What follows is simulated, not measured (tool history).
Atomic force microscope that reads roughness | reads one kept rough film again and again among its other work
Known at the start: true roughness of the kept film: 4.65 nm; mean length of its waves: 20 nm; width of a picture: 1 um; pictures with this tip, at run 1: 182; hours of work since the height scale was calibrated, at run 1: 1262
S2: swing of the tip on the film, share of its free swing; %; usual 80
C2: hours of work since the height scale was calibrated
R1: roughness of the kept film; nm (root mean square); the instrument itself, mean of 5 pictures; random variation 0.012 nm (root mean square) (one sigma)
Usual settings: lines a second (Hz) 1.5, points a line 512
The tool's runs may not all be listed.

run 1 hour=0 | lines_a_second_(Hz)=1.5 S2=80 points_a_line=512 | pictures_with_this_tip=182 C2=1262 | R1=2.384
run 2 hour=33.9 | lines_a_second_(Hz)=1.5 S2=61 points_a_line=512 | pictures_with_this_tip=243 C2=1288 | R1=2.363
-- hour=54.3 new tip fitted
run 3 hour=56.3 | lines_a_second_(Hz)=1.5 S2=61 points_a_line=512 | pictures_with_this_tip=4 C2=1305 | R1=2.978
run 4 hour=97.9 | lines_a_second_(Hz)=1.5 S2=61 points_a_line=512 | pictures_with_this_tip=78 C2=1337 | R1=2.715
run 5 hour=119 | lines_a_second_(Hz)=0.67 S2=80 points_a_line=512 | pictures_with_this_tip=116 C2=1353 | R1=2.592
-- hour=130.5 height scale calibrated on a step standard
run 6 hour=144.3 | lines_a_second_(Hz)=1.5 S2=80 points_a_line=714 | pictures_with_this_tip=160 C2=11 | R1=2.349
run 7 hour=163.5 | lines_a_second_(Hz)=1.5 S2=80 points_a_line=714 | pictures_with_this_tip=194 C2=25 | R1=2.265
run 8 hour=193.5 | lines_a_second_(Hz)=2.65 S2=80 points_a_line=512 | pictures_with_this_tip=248 C2=48 | R1=2.023
-- hour=210.6 new tip fitted
run 9 hour=232.2 | lines_a_second_(Hz)=1.5 S2=80 points_a_line=373 | pictures_with_this_tip=39 C2=77 | R1=2.62
run 10 hour=271.2 | lines_a_second_(Hz)=1.5 S2=80 points_a_line=512 | pictures_with_this_tip=109 C2=107 | R1=2.498
-- hour=276.7 height scale calibrated on a step standard, once more
run 11 hour=314 | lines_a_second_(Hz)=1.5 S2=80 points_a_line=512 | pictures_with_this_tip=184 C2=28 | R1=2.365
run 12 hour=351 | lines_a_second_(Hz)=3.68 S2=80 points_a_line=512 | pictures_with_this_tip=250 C2=57 | R1=1.978
-- hour=369.2 new tip fitted
run 13 hour=387.2 | lines_a_second_(Hz)=1.5 S2=56 points_a_line=512 | pictures_with_this_tip=32 C2=84 | R1=2.877
run 14 hour=413.6 | lines_a_second_(Hz)=1.5 S2=56 points_a_line=512 | pictures_with_this_tip=80 C2=104 | R1=2.724
run 15 hour=444.6 | lines_a_second_(Hz)=1.5 S2=56 points_a_line=512 | pictures_with_this_tip=136 C2=127 | R1=2.567
run 16 hour=480.1 | lines_a_second_(Hz)=1.5 S2=80 points_a_line=347 | pictures_with_this_tip=199 C2=154 | R1=2.247
run 17 hour=519.4 | lines_a_second_(Hz)=1.5 S2=80 points_a_line=512 | pictures_with_this_tip=270 C2=184 | R1=2.122
-- hour=524.1 new tip fitted
run 18 hour=564.4 | lines_a_second_(Hz)=1.5 S2=80 points_a_line=512 | pictures_with_this_tip=72 C2=218 | R1=2.608
run 19 hour=583.3 | lines_a_second_(Hz)=1.5 S2=80 points_a_line=512 | pictures_with_this_tip=106 C2=232 | R1=2.508
run 20 hour=623.9 | lines_a_second_(Hz)=1.5 S2=64 points_a_line=512 | pictures_with_this_tip=179 C2=263 | R1=2.433
run 21 hour=666.9 | lines_a_second_(Hz)=1.17 S2=80 points_a_line=512 | pictures_with_this_tip=256 C2=296 | R1=2.187
-- hour=679.5 new tip fitted
run 22 hour=689.5 | lines_a_second_(Hz)=2.5 S2=80 points_a_line=512 | pictures_with_this_tip=18 C2=313 | R1=2.656
run 23 hour=728.5 | lines_a_second_(Hz)=2.5 S2=80 points_a_line=512 | pictures_with_this_tip=88 C2=343 | R1=2.452
run 24 hour=754.5 | lines_a_second_(Hz)=2.5 S2=80 points_a_line=529 | pictures_with_this_tip=134 C2=362 | R1=2.353
run 25 hour=776.6 | lines_a_second_(Hz)=1.5 S2=80 points_a_line=884 | pictures_with_this_tip=174 C2=379 | R1=2.364
run 26 hour=821.5 | lines_a_second_(Hz)=1.5 S2=80 points_a_line=884 | pictures_with_this_tip=255 C2=413 | R1=2.17
-- hour=834.4 new tip fitted
run 27 hour=864.7 | lines_a_second_(Hz)=1.5 S2=80 points_a_line=884 | pictures_with_this_tip=55 C2=446 | R1=2.714
run 28 hour=901.8 | lines_a_second_(Hz)=1.5 S2=64 points_a_line=318 | pictures_with_this_tip=121 C2=474 | R1=2.604
run 29 hour=943.4 | lines_a_second_(Hz)=1.5 S2=64 points_a_line=318 | pictures_with_this_tip=196 C2=506 | R1=2.399
run 30 hour=985 | lines_a_second_(Hz)=1.5 S2=70 points_a_line=476 | pictures_with_this_tip=271 C2=537 | R1=2.226
-- hour=988.2 new tip fitted
run 31 hour=1008.6 | lines_a_second_(Hz)=1.5 S2=80 points_a_line=345 | pictures_with_this_tip=36 C2=555 | R1=2.682
run 32 hour=1051.8 | lines_a_second_(Hz)=1.5 S2=67 points_a_line=927 | pictures_with_this_tip=114 C2=588 | R1=2.631
run 33 hour=1073.9 | lines_a_second_(Hz)=1.14 S2=68 points_a_line=556 | pictures_with_this_tip=153 C2=605 | R1=2.514
run 34 hour=1095.5 | lines_a_second_(Hz)=1.22 S2=80 points_a_line=512 | pictures_with_this_tip=192 C2=621 | R1=2.333
run 35 hour=1135.1 | lines_a_second_(Hz)=1.88 S2=68 points_a_line=687 | pictures_with_this_tip=263 C2=651 | R1=2.237
-- hour=1145 new tip fitted
run 36 hour=1166.3 | lines_a_second_(Hz)=1.88 S2=68 points_a_line=687 | pictures_with_this_tip=38 C2=675 | R1=2.827
run 37 hour=1195.5 | lines_a_second_(Hz)=1.88 S2=68 points_a_line=687 | pictures_with_this_tip=91 C2=697 | R1=2.655
run 38 hour=1232.9 | lines_a_second_(Hz)=0.99 S2=80 points_a_line=469 | pictures_with_this_tip=158 C2=725 | R1=2.483
run 39 hour=1275.3 | lines_a_second_(Hz)=2.16 S2=80 points_a_line=512 | pictures_with_this_tip=234 C2=757 | R1=2.146
-- hour=1300.8 new tip fitted
run 40 hour=1307.9 | lines_a_second_(Hz)=2.16 S2=80 points_a_line=512 | pictures_with_this_tip=13 C2=782 | R1=2.695
run 41 hour=1329.5 | lines_a_second_(Hz)=2.4 S2=80 points_a_line=365 | pictures_with_this_tip=52 C2=798 | R1=2.53
run 42 hour=1374.2 | lines_a_second_(Hz)=2.4 S2=80 points_a_line=365 | pictures_with_this_tip=132 C2=832 | R1=2.278
run 43 hour=1412.3 | lines_a_second_(Hz)=2.4 S2=57 points_a_line=367 | pictures_with_this_tip=200 C2=861 | R1=2.365
run 44 hour=1449.5 | lines_a_second_(Hz)=3.33 S2=82 points_a_line=506 | pictures_with_this_tip=267 C2=890 | R1=1.902
-- hour=1456.3 new tip fitted
run 45 hour=1474.4 | lines_a_second_(Hz)=3.33 S2=82 points_a_line=506 | pictures_with_this_tip=32 C2=908 | R1=2.43
run 46 hour=1500 | lines_a_second_(Hz)=1.54 S2=89 points_a_line=390 | pictures_with_this_tip=78 C2=928 | R1=2.464
run 47 hour=1519 | lines_a_second_(Hz)=2.48 S2=89 points_a_line=390 | pictures_with_this_tip=112 C2=942 | R1=2.22
run 48 hour=1555.2 | lines_a_second_(Hz)=1.53 S2=61 points_a_line=366 | pictures_with_this_tip=177 C2=970 | R1=2.472
run 49 hour=1595.3 | lines_a_second_(Hz)=1.53 S2=61 points_a_line=366 | pictures_with_this_tip=249 C2=1000 | R1=2.295
-- hour=1614.2 new tip fitted
run 50 hour=1633 | lines_a_second_(Hz)=1.5 S2=56 points_a_line=827 | pictures_with_this_tip=34 C2=1029 | R1=2.845
run 51 hour=1667.5 | lines_a_second_(Hz)=2.19 S2=61 points_a_line=270 | pictures_with_this_tip=96 C2=1055 | R1=2.494
run 52 hour=1703.7 | lines_a_second_(Hz)=2.19 S2=61 points_a_line=270 | pictures_with_this_tip=161 C2=1082 | R1=2.336

Hidden state or all else? Some run-to-run changes of R1, split into what the settings, what came in and random variation would give without the hidden state, and what is left for the hidden state (with any gauge scatter that isn't in both results):
The hidden state here: radius of the tip, nm; height scale over the true one, %; drift of the gauge itself on roughness_nm, %.
Run 2 -> 3: new tip fitted. R1 +0.615 nm (root mean square): hidden state +0.636, all else -0.021.
Run 8 -> 9: lines a second (Hz) 2.65 -> 1.5, points a line 512 -> 373, new tip fitted. R1 +0.597 nm (root mean square): hidden state +0.494, all else +0.103.
Run 12 -> 13: lines a second (Hz) 3.68 -> 1.5, S2 80 -> 56, new tip fitted. R1 +0.899 nm (root mean square): hidden state +0.393, all else +0.506.
Run 21 -> 22: lines a second (Hz) 1.17 -> 2.5, new tip fitted. R1 +0.469 nm (root mean square): hidden state +0.671, all else -0.202.
Run 35 -> 36: new tip fitted. R1 +0.59 nm (root mean square): hidden state +0.612, all else -0.022.
